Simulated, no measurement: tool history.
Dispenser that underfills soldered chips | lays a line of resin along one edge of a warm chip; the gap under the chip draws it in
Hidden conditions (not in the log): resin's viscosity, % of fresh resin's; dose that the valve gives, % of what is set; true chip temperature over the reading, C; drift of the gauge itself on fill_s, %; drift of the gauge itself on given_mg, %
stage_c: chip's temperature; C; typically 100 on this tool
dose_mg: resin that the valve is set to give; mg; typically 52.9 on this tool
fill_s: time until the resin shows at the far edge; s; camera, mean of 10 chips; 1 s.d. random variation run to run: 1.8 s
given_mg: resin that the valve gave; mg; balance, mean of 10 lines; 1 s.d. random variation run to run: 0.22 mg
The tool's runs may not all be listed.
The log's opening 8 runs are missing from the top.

run,hour,stage_c,dose_mg,hours of work since the syringe was changed,hours of work since the valve was cleaned,hours of work since the stage was calibrated,fill_s,given_mg
# hour 30.7: new syringe of resin
9,34.1,106,57.2,3,48,220,159.8,55.07
10,39,106,57.2,7,52,224,189.3,54.87
# hour 44.7: new syringe of resin
11,45.6,106,57.2,1,57,228,144.5,54.73
12,50.8,101,52.9,5,61,233,216.1,50.7
13,55.1,88,52.9,8,65,236,455.3,50.29
# hour 58.7: new syringe of resin
14,61.3,88,52.9,2,69,241,362.9,50.08
15,67,88,52.9,7,74,245,434.4,50.12
16,71.8,88,52.9,10,78,249,512.1,49.67
# hour 72.7: new syringe of resin
17,75.5,98,63,2,80,252,224.8,59.28
18,79,90,62.3,5,83,254,370.8,58.71
19,81.8,90,62.3,7,85,256,403.8,58.45
# hour 86.5: new syringe of resin
20,86.8,87,63.2,0,89,260,345.3,59.21
21,92,90,51.5,4,93,264,371.8,47.91

The next listed run, before its measurement:
22,95.6,90,60.4,7,96,267,?,?

fill_s: 409.6 s
given_mg: 56.5 mg
Were there no unlogged condition in the tool, this run, its random variation unchanged, would have produced fill_s 283.8 s, given_mg 60.68 mg.
